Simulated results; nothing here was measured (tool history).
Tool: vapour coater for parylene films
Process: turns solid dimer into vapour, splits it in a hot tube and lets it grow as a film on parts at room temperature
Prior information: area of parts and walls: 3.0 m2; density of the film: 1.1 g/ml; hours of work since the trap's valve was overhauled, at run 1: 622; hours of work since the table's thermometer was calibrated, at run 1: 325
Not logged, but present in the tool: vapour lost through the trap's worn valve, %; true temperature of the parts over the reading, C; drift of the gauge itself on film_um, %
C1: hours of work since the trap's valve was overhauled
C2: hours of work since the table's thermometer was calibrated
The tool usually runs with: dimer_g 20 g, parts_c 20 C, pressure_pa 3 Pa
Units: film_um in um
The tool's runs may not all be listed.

{"run": 1, "hour": 0.0, "dimer_g": 20, "parts_c": 20, "pressure_pa": 3, "C1": 622, "C2": 325, "film_um": 3.6}
{"run": 2, "hour": 10.7, "dimer_g": 20, "parts_c": 20, "pressure_pa": 3, "C1": 627, "C2": 330, "film_um": 3.71}
{"run": 3, "hour": 27.0, "dimer_g": 20, "parts_c": 20, "pressure_pa": 3, "C1": 635, "C2": 338, "film_um": 3.68}
{"run": 4, "hour": 38.8, "dimer_g": 20, "parts_c": 20, "pressure_pa": 3, "C1": 641, "C2": 344, "film_um": 3.67}
{"run": 5, "hour": 56.4, "dimer_g": 20, "parts_c": 20, "pressure_pa": 3, "C1": 650, "C2": 353, "film_um": 3.66}
{"run": 6, "hour": 69.4, "dimer_g": 20, "parts_c": 13, "pressure_pa": 3, "C1": 656, "C2": 359, "film_um": 4.28}
{"run": 7, "hour": 85.5, "dimer_g": 20, "parts_c": 13, "pressure_pa": 4.25, "C1": 664, "C2": 367, "film_um": 4.16}
{"run": 8, "hour": 94.9, "dimer_g": 20, "parts_c": 13, "pressure_pa": 4.25, "C1": 668, "C2": 371, "film_um": 4.1}
{"hour": 112.2, "done": "trap's valve overhauled"}
{"run": 9, "hour": 113.0, "dimer_g": 20, "parts_c": 20, "pressure_pa": 3, "C1": 0, "C2": 378, "film_um": 4.18}
{"run": 10, "hour": 125.5, "dimer_g": 20, "parts_c": 20, "pressure_pa": 3, "C1": 6, "C2": 384, "film_um": 4.19}
{"run": 11, "hour": 144.0, "dimer_g": 20, "parts_c": 20, "pressure_pa": 3, "C1": 16, "C2": 393, "film_um": 4.18}
{"run": 12, "hour": 155.9, "dimer_g": 20, "parts_c": 20, "pressure_pa": 3, "C1": 21, "C2": 399, "film_um": 4.13}
{"run": 13, "hour": 168.0, "dimer_g": 20, "parts_c": 20, "pressure_pa": 3, "C1": 27, "C2": 405, "film_um": 4.11}
{"run": 14, "hour": 177.3, "dimer_g": 20, "parts_c": 20, "pressure_pa": 5.16, "C1": 32, "C2": 410, "film_um": 4.01}
{"run": 15, "hour": 191.0, "dimer_g": 20, "parts_c": 20, "pressure_pa": 8.59, "C1": 38, "C2": 416, "film_um": 3.85}
{"run": 16, "hour": 204.8, "dimer_g": 20, "parts_c": 25, "pressure_pa": 3, "C1": 45, "C2": 423, "film_um": 3.8}
{"run": 17, "hour": 214.6, "dimer_g": 20, "parts_c": 25, "pressure_pa": 7.12, "C1": 50, "C2": 428, "film_um": 3.4}
{"run": 18, "hour": 230.6, "dimer_g": 20, "parts_c": 25, "pressure_pa": 7.12, "C1": 58, "C2": 436, "film_um": 3.41}
{"run": 19, "hour": 244.9, "dimer_g": 10, "parts_c": 20, "pressure_pa": 3, "C1": 65, "C2": 443, "film_um": 2.07}
{"run": 20, "hour": 262.5, "dimer_g": 10, "parts_c": 20, "pressure_pa": 3, "C1": 73, "C2": 451, "film_um": 2.08}
{"run": 21, "hour": 275.0, "dimer_g": 32, "parts_c": 20, "pressure_pa": 3, "C1": 80, "C2": 457, "film_um": 6.6}
{"run": 22, "hour": 289.7, "dimer_g": 32, "parts_c": 23, "pressure_pa": 4.92, "C1": 87, "C2": 465, "film_um": 5.9}
{"run": 23, "hour": 298.9, "dimer_g": 24, "parts_c": 23, "pressure_pa": 4.92, "C1": 91, "C2": 469, "film_um": 4.38}
{"run": 24, "hour": 312.7, "dimer_g": 8, "parts_c": 14, "pressure_pa": 2.62, "C1": 98, "C2": 476, "film_um": 1.9}
{"run": 25, "hour": 325.1, "dimer_g": 20, "parts_c": 18, "pressure_pa": 2.84, "C1": 104, "C2": 482, "film_um": 4.27}
{"run": 26, "hour": 338.0, "dimer_g": 20, "parts_c": 18, "pressure_pa": 2.84, "C1": 110, "C2": 488, "film_um": 4.29}
{"run": 27, "hour": 345.7, "dimer_g": 32, "parts_c": 18, "pressure_pa": 10.35, "C1": 114, "C2": 492, "film_um": 6.18}
{"run": 28, "hour": 359.1, "dimer_g": 32, "parts_c": 31, "pressure_pa": 2.11, "C1": 121, "C2": 498, "film_um": 5.32}
{"run": 29, "hour": 367.2, "dimer_g": 10, "parts_c": 13, "pressure_pa": 2.37, "C1": 125, "C2": 502, "film_um": 2.37}
{"run": 30, "hour": 379.7, "dimer_g": 10, "parts_c": 13, "pressure_pa": 2.37, "C1": 131, "C2": 509, "film_um": 2.44}
{"run": 31, "hour": 397.0, "dimer_g": 19, "parts_c": 13, "pressure_pa": 4.46, "C1": 139, "C2": 517, "film_um": 4.46}
{"run": 32, "hour": 409.3, "dimer_g": 20, "parts_c": 20, "pressure_pa": 5.81, "C1": 145, "C2": 523, "film_um": 3.95}
{"run": 33, "hour": 419.9, "dimer_g": 11, "parts_c": 16, "pressure_pa": 2.3, "C1": 150, "C2": 528, "film_um": 2.49}
{"run": 34, "hour": 430.9, "dimer_g": 20, "parts_c": 20, "pressure_pa": 10.36, "C1": 156, "C2": 534, "film_um": 3.61}
{"run": 35, "hour": 448.3, "dimer_g": 20, "parts_c": 20, "pressure_pa": 4.23, "C1": 164, "C2": 542, "film_um": 3.93}
{"run": 36, "hour": 465.6, "dimer_g": 20, "parts_c": 20, "pressure_pa": 4.38, "C1": 173, "C2": 551, "film_um": 3.9}
{"run": 37, "hour": 473.9, "dimer_g": 8, "parts_c": 32, "pressure_pa": 7.19, "C1": 177, "C2": 555, "film_um": 1.14}
{"run": 38, "hour": 485.4, "dimer_g": 19, "parts_c": 15, "pressure_pa": 3.76, "C1": 182, "C2": 560, "film_um": 4.19}
{"run": 39, "hour": 498.1, "dimer_g": 19, "parts_c": 15, "pressure_pa": 3.76, "C1": 189, "C2": 566, "film_um": 4.2}
{"run": 40, "hour": 509.5, "dimer_g": 19, "parts_c": 15, "pressure_pa": 3.76, "C1": 194, "C2": 572, "film_um": 4.17}
{"run": 41, "hour": 523.7, "dimer_g": 36, "parts_c": 15, "pressure_pa": 3.17, "C1": 201, "C2": 579, "film_um": 8.02}
{"run": 42, "hour": 538.0, "dimer_g": 23, "parts_c": 16, "pressure_pa": 3.74, "C1": 208, "C2": 586, "film_um": 5}

Each row is a separate what-if for the run after 42, all from the same tool condition, not one after another. Results?
{"run": "A", "hour": 556.1, "dimer_g": 20, "parts_c": 20, "pressure_pa": 2.71, "C1": 217, "C2": 595, "film_um": "?"}
{"run": "B", "hour": 556.1, "dimer_g": 9, "parts_c": 16, "pressure_pa": 3.74, "C1": 217, "C2": 595, "film_um": "?"}
{"run": "C", "hour": 556.1, "dimer_g": 12, "parts_c": 27, "pressure_pa": 4.65, "C1": 217, "C2": 595, "film_um": "?"}
{"run": "D", "hour": 556.1, "dimer_g": 10, "parts_c": 20, "pressure_pa": 5.42, "C1": 217, "C2": 595, "film_um": "?"}

run=A film_um=4.04
run=B film_um=1.93
run=C film_um=1.97
run=D film_um=1.95
Stripped of hidden state, with their random variation kept, the same runs would have yielded:
run=A film_um=4.2
run=B film_um=2.01
run=C film_um=2.05
run=D film_um=2.03

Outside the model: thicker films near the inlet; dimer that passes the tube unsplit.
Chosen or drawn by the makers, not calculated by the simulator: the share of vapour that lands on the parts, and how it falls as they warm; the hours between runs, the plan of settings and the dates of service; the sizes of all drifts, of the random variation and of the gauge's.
